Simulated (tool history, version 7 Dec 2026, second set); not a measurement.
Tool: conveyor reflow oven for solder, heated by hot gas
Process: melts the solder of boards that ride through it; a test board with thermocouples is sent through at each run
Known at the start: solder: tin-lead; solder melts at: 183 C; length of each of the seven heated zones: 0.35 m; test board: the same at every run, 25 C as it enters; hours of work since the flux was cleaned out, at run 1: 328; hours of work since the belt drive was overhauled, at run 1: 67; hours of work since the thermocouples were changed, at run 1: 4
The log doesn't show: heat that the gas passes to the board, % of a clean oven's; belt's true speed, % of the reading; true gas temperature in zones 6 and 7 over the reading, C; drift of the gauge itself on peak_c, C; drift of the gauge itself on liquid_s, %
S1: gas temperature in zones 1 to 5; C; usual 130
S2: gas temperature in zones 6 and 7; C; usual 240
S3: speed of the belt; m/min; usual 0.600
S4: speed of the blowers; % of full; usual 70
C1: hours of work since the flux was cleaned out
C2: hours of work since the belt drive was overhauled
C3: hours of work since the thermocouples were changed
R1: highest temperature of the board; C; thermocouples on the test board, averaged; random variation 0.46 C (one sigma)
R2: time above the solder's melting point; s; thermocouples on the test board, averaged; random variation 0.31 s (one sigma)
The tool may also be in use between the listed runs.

run 1 hour=0.0 | S1=130 S2=240 S3=0.600 S4=70 | C1=328 C2=67 C3=4 | R1=224.2 R2=54.6
run 2 hour=4.9 | S1=130 S2=240 S3=0.600 S4=70 | C1=332 C2=70 C3=7 | R1=223.7 R2=55.0
run 3 hour=13.4 | S1=130 S2=241 S3=0.600 S4=70 | C1=338 C2=76 C3=13 | R1=225.4 R2=55.2
run 4 hour=24.2 | S1=130 S2=241 S3=0.600 S4=70 | C1=346 C2=84 C3=21 | R1=224.4 R2=55.3
run 5 hour=30.6 | S1=130 S2=241 S3=0.600 S4=60 | C1=350 C2=88 C3=26 | R1=222.3 R2=52.9
run 6 hour=40.2 | S1=130 S2=240 S3=0.600 S4=70 | C1=357 C2=95 C3=32 | R1=223.4 R2=55.3
run 7 hour=51.1 | S1=130 S2=240 S3=0.600 S4=70 | C1=365 C2=103 C3=40 | R1=223.3 R2=55.0
run 8 hour=57.3 | S1=130 S2=231 S3=0.600 S4=70 | C1=369 C2=107 C3=45 | R1=216.0 R2=49.3
run 9 hour=63.8 | S1=130 S2=231 S3=0.600 S4=70 | C1=374 C2=112 C3=49 | R1=216.5 R2=49.8
run 10 hour=72.9 | S1=130 S2=240 S3=0.600 S4=70 | C1=380 C2=118 C3=56 | R1=224.0 R2=54.5
run 11 hour=78.1 | S1=130 S2=240 S3=0.600 S4=70 | C1=384 C2=122 C3=59 | R1=224.1 R2=54.1
run 12 hour=86.2 | S1=130 S2=240 S3=0.600 S4=74 | C1=390 C2=128 C3=65 | R1=224.6 R2=55.3
run 13 hour=92.0 | S1=130 S2=244 S3=0.600 S4=52 | C1=394 C2=132 C3=69 | R1=221.8 R2=52.4
run 14 hour=100.8 | S1=141 S2=240 S3=0.688 S4=70 | C1=400 C2=138 C3=76 | R1=222.1 R2=48.0
run 15 hour=106.1 | S1=134 S2=240 S3=0.606 S4=90 | C1=404 C2=142 C3=79 | R1=228.3 R2=57.9
run 16 hour=112.0 | S1=141 S2=240 S3=0.537 S4=61 | C1=408 C2=146 C3=83 | R1=227.4 R2=66.7
run 17 hour=120.7 | S1=141 S2=240 S3=0.537 S4=61 | C1=414 C2=153 C3=90 | R1=226.6 R2=67.0
run 18 hour=128.3 | S1=141 S2=240 S3=0.537 S4=61 | C1=420 C2=158 C3=95 | R1=227.3 R2=66.5
run 19 hour=134.3 | S1=141 S2=240 S3=0.537 S4=61 | C1=424 C2=162 C3=99 | R1=227.1 R2=66.3
run 20 hour=145.0 | S1=126 S2=236 S3=0.506 S4=54 | C1=432 C2=170 C3=107 | R1=220.9 R2=61.3
run 21 hour=155.8 | S1=132 S2=247 S3=0.554 S4=54 | C1=439 C2=178 C3=115 | R1=228.5 R2=62.6
run 22 hour=163.7 | S1=134 S2=249 S3=0.692 S4=58 | C1=445 C2=183 C3=120 | R1=223.1 R2=47.3
-- hour=169.6 flux residue cleaned out of gas plates and filters
run 23 hour=178.4 | S1=144 S2=240 S3=0.586 S4=70 | C1=6 C2=190 C3=127 | R1=227.0 R2=61.6

5 ways to go on from here, each from the tool as it stands after run 23. What would each give?
run A hour=189.2 | S1=140 S2=240 S3=0.586 S4=87 | C1=14 C2=198 C3=135 | R1=? R2=?
run B hour=189.2 | S1=130 S2=240 S3=0.707 S4=63 | C1=14 C2=198 C3=135 | R1=? R2=?
run C hour=189.2 | S1=143 S2=240 S3=0.600 S4=70 | C1=14 C2=198 C3=135 | R1=? R2=?
run D hour=189.2 | S1=142 S2=254 S3=0.600 S4=70 | C1=14 C2=198 C3=135 | R1=? R2=?
run E hour=189.2 | S1=135 S2=251 S3=0.600 S4=70 | C1=14 C2=198 C3=135 | R1=? R2=?

run=A R1=229.3 R2=61.9
run=B R1=215.7 R2=41.0
run=C R1=226.2 R2=59.7
run=D R1=237.8 R2=64.8
run=E R1=233.9 R2=61.4
Without the tool's hidden state the same runs would have given:
run=A R1=229.3 R2=61.9
run=B R1=215.7 R2=41.0
run=C R1=226.2 R2=59.7
run=D R1=237.8 R2=64.8
run=E R1=233.9 R2=61.4

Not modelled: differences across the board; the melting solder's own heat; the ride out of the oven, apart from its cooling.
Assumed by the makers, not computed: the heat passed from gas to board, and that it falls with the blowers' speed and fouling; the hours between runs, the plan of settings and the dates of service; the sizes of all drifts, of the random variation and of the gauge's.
